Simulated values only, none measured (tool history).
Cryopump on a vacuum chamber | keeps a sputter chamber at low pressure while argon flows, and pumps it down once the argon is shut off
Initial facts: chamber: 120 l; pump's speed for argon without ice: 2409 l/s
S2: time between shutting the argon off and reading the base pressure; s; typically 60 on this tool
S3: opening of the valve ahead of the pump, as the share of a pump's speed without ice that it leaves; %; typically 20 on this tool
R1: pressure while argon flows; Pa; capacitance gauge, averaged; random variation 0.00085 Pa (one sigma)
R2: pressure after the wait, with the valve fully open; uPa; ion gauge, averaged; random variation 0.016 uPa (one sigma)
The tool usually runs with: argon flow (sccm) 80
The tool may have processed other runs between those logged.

{"run": 1, "hour": 0.0, "argon flow (sccm)": 80, "S2": 60, "S3": 20, "R1": 0.2837, "R2": 1.31}
{"run": 2, "hour": 40.6, "argon flow (sccm)": 80, "S2": 60, "S3": 20, "R1": 0.2842, "R2": 1.33}
{"hour": 63.9, "done": "leaking fittings of the chamber tightened, without venting"}
{"run": 3, "hour": 134.1, "argon flow (sccm)": 80, "S2": 60, "S3": 20, "R1": 0.2872, "R2": 1.09}
{"run": 4, "hour": 183.4, "argon flow (sccm)": 80, "S2": 60, "S3": 20, "R1": 0.2889, "R2": 1.12}
{"run": 5, "hour": 253.1, "argon flow (sccm)": 80, "S2": 147, "S3": 20, "R1": 0.2893, "R2": 0.56}
{"hour": 312.3, "done": "pump warmed up, emptied and cooled again"}
{"run": 6, "hour": 336.9, "argon flow (sccm)": 80, "S2": 147, "S3": 20, "R1": 0.2824, "R2": 0.58}
{"run": 7, "hour": 420.8, "argon flow (sccm)": 80, "S2": 147, "S3": 20, "R1": 0.2852, "R2": 0.55}
{"run": 8, "hour": 483.3, "argon flow (sccm)": 80, "S2": 147, "S3": 20, "R1": 0.287, "R2": 0.59}
{"run": 9, "hour": 542.1, "argon flow (sccm)": 80, "S2": 60, "S3": 20, "R1": 0.2889, "R2": 1.19}
{"run": 10, "hour": 638.9, "argon flow (sccm)": 80, "S2": 60, "S3": 20, "R1": 0.2894, "R2": 1.19}
{"hour": 697.0, "done": "pump warmed up, emptied and cooled again"}
{"run": 11, "hour": 701.0, "argon flow (sccm)": 80, "S2": 60, "S3": 20, "R1": 0.2808, "R2": 1.16}
{"run": 12, "hour": 793.7, "argon flow (sccm)": 80, "S2": 60, "S3": 20, "R1": 0.2848, "R2": 1.2}
{"run": 13, "hour": 892.0, "argon flow (sccm)": 80, "S2": 60, "S3": 20, "R1": 0.2869, "R2": 1.26}
{"run": 14, "hour": 957.4, "argon flow (sccm)": 80, "S2": 44, "S3": 20, "R1": 0.2894, "R2": 1.62}
{"run": 15, "hour": 1038.2, "argon flow (sccm)": 80, "S2": 44, "S3": 20, "R1": 0.2915, "R2": 1.63}
{"hour": 1083.5, "done": "pump warmed up, emptied and cooled again"}
{"run": 16, "hour": 1093.4, "argon flow (sccm)": 80, "S2": 44, "S3": 20, "R1": 0.2813, "R2": 1.58}
{"run": 17, "hour": 1157.9, "argon flow (sccm)": 80, "S2": 44, "S3": 20, "R1": 0.284, "R2": 1.62}
{"run": 18, "hour": 1256.0, "argon flow (sccm)": 80, "S2": 60, "S3": 33, "R1": 0.1782, "R2": 1.31}
{"run": 19, "hour": 1336.0, "argon flow (sccm)": 80, "S2": 60, "S3": 33, "R1": 0.1791, "R2": 1.34}
{"run": 20, "hour": 1399.9, "argon flow (sccm)": 41, "S2": 90, "S3": 42, "R1": 0.0742, "R2": 1.01}
{"hour": 1422.3, "done": "leaking fittings of the chamber tightened, without venting"}
{"hour": 1476.4, "done": "pump warmed up, emptied and cooled again"}
{"run": 21, "hour": 1491.8, "argon flow (sccm)": 72, "S2": 140, "S3": 49, "R1": 0.106, "R2": 0.53}
{"run": 22, "hour": 1535.6, "argon flow (sccm)": 93, "S2": 21, "S3": 28, "R1": 0.2373, "R2": 2.81}
{"run": 23, "hour": 1623.6, "argon flow (sccm)": 38, "S2": 191, "S3": 24, "R1": 0.1136, "R2": 0.46}
{"run": 24, "hour": 1675.5, "argon flow (sccm)": 38, "S2": 191, "S3": 24, "R1": 0.1157, "R2": 0.48}
{"run": 25, "hour": 1734.9, "argon flow (sccm)": 140, "S2": 70, "S3": 20, "R1": 0.5079, "R2": 1.02}
{"run": 26, "hour": 1831.5, "argon flow (sccm)": 96, "S2": 70, "S3": 37, "R1": 0.1977, "R2": 1.06}
{"hour": 1867.9, "done": "pump warmed up, emptied and cooled again"}
{"run": 27, "hour": 1924.0, "argon flow (sccm)": 46, "S2": 40, "S3": 41, "R1": 0.0806, "R2": 1.64}
{"run": 28, "hour": 1999.7, "argon flow (sccm)": 152, "S2": 40, "S3": 50, "R1": 0.2224, "R2": 1.65}
{"run": 29, "hour": 2049.2, "argon flow (sccm)": 80, "S2": 43, "S3": 59, "R1": 0.102, "R2": 1.59}
{"run": 30, "hour": 2093.1, "argon flow (sccm)": 80, "S2": 43, "S3": 59, "R1": 0.1017, "R2": 1.61}
{"run": 31, "hour": 2151.4, "argon flow (sccm)": 59, "S2": 119, "S3": 33, "R1": 0.132, "R2": 0.76}
{"run": 32, "hour": 2200.0, "argon flow (sccm)": 59, "S2": 119, "S3": 33, "R1": 0.1337, "R2": 0.79}
{"hour": 2256.3, "done": "pump warmed up, emptied and cooled again"}
{"run": 33, "hour": 2272.8, "argon flow (sccm)": 59, "S2": 119, "S3": 33, "R1": 0.1278, "R2": 0.75}
{"run": 34, "hour": 2362.6, "argon flow (sccm)": 153, "S2": 169, "S3": 30, "R1": 0.3679, "R2": 0.63}
{"run": 35, "hour": 2404.8, "argon flow (sccm)": 147, "S2": 150, "S3": 35, "R1": 0.3067, "R2": 0.71}

Predict each of these 3 candidate next runs independently; none follows another, all start after run 35:
{"run": "A", "hour": 2459.0, "argon flow (sccm)": 80, "S2": 157, "S3": 24, "R1": "?", "R2": "?"}
{"run": "B", "hour": 2459.0, "argon flow (sccm)": 146, "S2": 30, "S3": 33, "R1": "?", "R2": "?"}
{"run": "C", "hour": 2459.0, "argon flow (sccm)": 40, "S2": 42, "S3": 21, "R1": "?", "R2": "?"}

run=A R1=0.2417 R2=0.7
run=B R1=0.324 R2=2.21
run=C R1=0.1375 R2=1.67
With no hidden state in the tool, these same runs would have given:
run=A R1=0.2339 R2=0.48
run=B R1=0.3097 R2=1.99
run=C R1=0.1336 R2=1.45
